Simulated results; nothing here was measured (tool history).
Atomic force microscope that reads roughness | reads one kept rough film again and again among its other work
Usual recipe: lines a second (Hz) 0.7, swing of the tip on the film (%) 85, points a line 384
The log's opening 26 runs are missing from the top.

run	hour	lines a second (Hz)	swing of the tip on the film (%)	points a line	pictures with this tip	hours of work since the height scale was calibrated	roughness of the kept film (nm (root mean square))
27	191.3	2.124	72	303	24	227	0.744
28	199.8	2.124	72	303	34	232	0.724
29	209.9	0.7	66	453	45	238	0.808
30	220.2	0.8	63	384	57	244	0.806
31	225.5	1.357	82	384	63	247	0.726
32	230.4	0.991	82	384	69	250	0.751
33	239.1	0.991	82	384	79	255	0.753
34	243.4	3.053	85	722	84	258	0.581
35	252.9	3.826	73	666	95	263	0.654
36	261.7	1.912	85	384	105	269	0.655
37	270.1	1.912	85	384	114	274	0.652
38	279.4	2.78	85	384	125	279	0.598
39	286.1	3.907	66	384	133	283	0.691
40	291.2	0.844	83	959	139	286	0.749
41	296.7	0.527	85	384	145	289	0.77
42	303	0.527	85	384	152	293	0.759
43	312.8	0.785	79	416	163	299	0.753
44	321	2.99	56	469	173	303	0.771

4 options for the next run, each taken on its own from the tool as it stands now. Forecast them:
A	326.9	0.636	62	434	180	307	?
B	326.9	1.09	86	267	180	307	?
C	326.9	1.564	84	630	180	307	?
D	326.9	0.949	85	916	180	307	?

run	roughness of the kept film (nm (root mean square))
A	0.795
B	0.699
C	0.683
D	0.727
With the hidden condition removed and each run's random variation left untouched, the same runs would have given:
run	roughness of the kept film (nm (root mean square))
A	0.841
B	0.739
C	0.722
D	0.768
